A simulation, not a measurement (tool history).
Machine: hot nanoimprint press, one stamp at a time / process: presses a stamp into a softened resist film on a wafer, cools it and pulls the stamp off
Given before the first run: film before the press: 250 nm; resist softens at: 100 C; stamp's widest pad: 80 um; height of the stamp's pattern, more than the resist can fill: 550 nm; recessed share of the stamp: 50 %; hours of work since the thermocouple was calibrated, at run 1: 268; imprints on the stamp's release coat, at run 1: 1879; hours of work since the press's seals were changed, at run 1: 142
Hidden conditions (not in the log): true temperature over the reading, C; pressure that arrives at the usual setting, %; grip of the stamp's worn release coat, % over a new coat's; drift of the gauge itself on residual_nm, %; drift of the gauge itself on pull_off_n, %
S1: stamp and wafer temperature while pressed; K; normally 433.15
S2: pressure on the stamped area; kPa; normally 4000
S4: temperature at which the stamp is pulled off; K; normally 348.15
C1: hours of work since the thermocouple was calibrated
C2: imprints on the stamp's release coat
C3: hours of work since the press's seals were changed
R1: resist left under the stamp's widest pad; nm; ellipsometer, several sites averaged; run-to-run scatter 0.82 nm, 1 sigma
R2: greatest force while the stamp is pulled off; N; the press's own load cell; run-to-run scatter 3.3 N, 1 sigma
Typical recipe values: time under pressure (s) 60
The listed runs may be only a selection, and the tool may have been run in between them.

Run 1, day 0: usual settings; C1 268; C2 1879; C3 142. Result: R1 144.6 nm, R2 216 N.
Run 2, day 2.542: usual settings; C1 316; C2 2037; C3 190. Result: R1 147 nm, R2 228 N.
Run 3, day 4.654: usual settings; C1 356; C2 2169; C3 230. Result: R1 145.9 nm, R2 236 N.
Run 4, day 5.892: usual settings; C1 380; C2 2246; C3 254. Result: R1 148.2 nm, R2 233 N.
Run 5, day 7.742: usual settings; C1 415; C2 2360; C3 289. Result: R1 148.4 nm, R2 232 N.
At day 9.25: stamp cleaned and given a new release coat.
Run 6, day 9.279: usual settings but S1 428.15 K; C1 439; C2 2; C3 313. Result: R1 185 nm, R2 163 N.
Run 7, day 11.054: usual settings but S1 428.15 K, S2 2530 kPa; C1 473; C2 112; C3 347. Result: R1 206.6 nm, R2 164 N.
At day 12.346: plate thermocouple calibrated.
Run 8, day 13.533: usual settings but S1 428.15 K, S2 2530 kPa; C1 23; C2 258; C3 392. Result: R1 200.4 nm, R2 168 N.
Run 9, day 15.204: usual settings but S1 428.15 K, S2 2530 kPa; C1 54; C2 362; C3 424. Result: R1 199.9 nm, R2 172 N.
Run 10, day 18.221: usual settings but S1 428.15 K, S2 2530 kPa; C1 112; C2 550; C3 481. Result: R1 200.4 nm, R2 175 N.
Run 11, day 20.696: usual settings but time under pressure (s) 36, S4 349.15 K; C1 159; C2 704; C3 528. Result: R1 166.8 nm, R2 173 N.
Run 12, day 22.842: usual settings but S1 434.15 K, S2 3100 kPa; C1 200; C2 837; C3 569. Result: R1 152.3 nm, R2 187 N.
Run 13, day 25.475: usual settings but S1 425.15 K, S2 3100 kPa, time under pressure (s) 33, S4 338.15 K; C1 250; C2 1001; C3 619. Result: R1 229.4 nm, R2 241 N.
Run 14, day 27.233: usual settings but S1 425.15 K, S2 3100 kPa, time under pressure (s) 33, S4 338.15 K; C1 283; C2 1110; C3 653. Result: R1 226.8 nm, R2 235 N.

Here are 4 independent what-if runs from the current tool condition. What would each one return?
Run A, day 29.942: usual settings but S4 356.15 K; C1 335; C2 1279; C3 704. Result: R1 ?, R2 ?.
Run B, day 29.942: usual settings but S1 425.15 K, S2 5530 kPa, time under pressure (s) 81, S4 338.15 K; C1 335; C2 1279; C3 704. Result: R1 ?, R2 ?.
Run C, day 29.942: usual settings but time under pressure (s) 37; C1 335; C2 1279; C3 704. Result: R1 ?, R2 ?.
Run D, day 29.942: usual settings but S1 425.15 K, S2 5780 kPa, time under pressure (s) 54, S4 347.15 K; C1 335; C2 1279; C3 704. Result: R1 ?, R2 ?.

run     R1   R2
  A  147.5  166
  B  175.9  240
  C  169.5  201
  D  190.9  199
What these runs would have given with no unlogged condition in the tool:
run     R1   R2
  A    139  133
  B    166  194
  C  161.1  162
  D  181.6  160
